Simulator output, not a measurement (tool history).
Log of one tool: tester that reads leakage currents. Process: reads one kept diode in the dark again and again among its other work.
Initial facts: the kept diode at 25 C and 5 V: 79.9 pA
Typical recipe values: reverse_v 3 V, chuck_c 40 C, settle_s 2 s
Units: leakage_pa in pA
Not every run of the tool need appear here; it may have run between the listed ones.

Run 1, hour 0: usual settings. Result: leakage_pa 203.3 pA.
Run 2, hour 89.4: usual settings. Result: leakage_pa 204.16 pA.
Run 3, hour 257.7: usual settings but chuck_c 59 C. Result: leakage_pa 744.39 pA.
Run 4, hour 328.9: usual settings but chuck_c 59 C, settle_s 2.38 s. Result: leakage_pa 743.04 pA.
Run 5, hour 458.6: usual settings. Result: leakage_pa 207.41 pA.
Run 6, hour 579.5: usual settings. Result: leakage_pa 208.28 pA.
Run 7, hour 649.5: usual settings. Result: leakage_pa 209.4 pA.
Run 8, hour 821: usual settings. Result: leakage_pa 211.55 pA.
At hour 836.1: chuck's temperature calibrated.
Run 9, hour 901.2: usual settings. Result: leakage_pa 218.09 pA.
Run 10, hour 1028.5: usual settings but reverse_v 16.46 V, settle_s 2.18 s. Result: leakage_pa 487.12 pA.
Run 11, hour 1102.6: usual settings but reverse_v 3.13 V. Result: leakage_pa 223.63 pA.
Run 12, hour 1226.2: usual settings but reverse_v 5.43 V, settle_s 7.44 s. Result: leakage_pa 291.07 pA.
Run 13, hour 1306.9: usual settings but reverse_v 5.43 V, settle_s 7.44 s. Result: leakage_pa 291.09 pA.
Run 14, hour 1455.3: usual settings but reverse_v 19.49 V, chuck_c 24 C, settle_s 8.43 s. Result: leakage_pa 165.83 pA.
At hour 1560.2: chuck's temperature calibrated, once more.
Run 15, hour 1592.8: usual settings but reverse_v 5.67 V, chuck_c 43 C, settle_s 3.21 s. Result: leakage_pa 325.36 pA.
Run 16, hour 1729.4: usual settings but reverse_v 18.89 V, chuck_c 43 C. Result: leakage_pa 576.92 pA.
At hour 1748.3: probe card cleaned and baked.
Run 17, hour 1845.6: usual settings but settle_s 0.87 s. Result: leakage_pa 197.12 pA.
Run 18, hour 2017.4: usual settings but reverse_v 1.34 V, settle_s 2.29 s. Result: leakage_pa 135.81 pA.

Predict each of these 3 candidate next runs independently; none follows another, all start after run 18:
Run A, hour 2174.6: usual settings but settle_s 0.51 s. Result: leakage_pa ?.
Run B, hour 2174.6: usual settings but chuck_c 21 C, settle_s 5.35 s. Result: leakage_pa ?.
Run C, hour 2174.6: usual settings but reverse_v 14.7 V, settle_s 4.78 s. Result: leakage_pa ?.

run  leakage_pa
  A      199.04
  B        46.7
  C      419.32
The same runs, with their run-to-run variation unchanged, on a tool lacking any hidden condition would have given:
run  leakage_pa
  A      196.31
  B       45.83
  C      413.16

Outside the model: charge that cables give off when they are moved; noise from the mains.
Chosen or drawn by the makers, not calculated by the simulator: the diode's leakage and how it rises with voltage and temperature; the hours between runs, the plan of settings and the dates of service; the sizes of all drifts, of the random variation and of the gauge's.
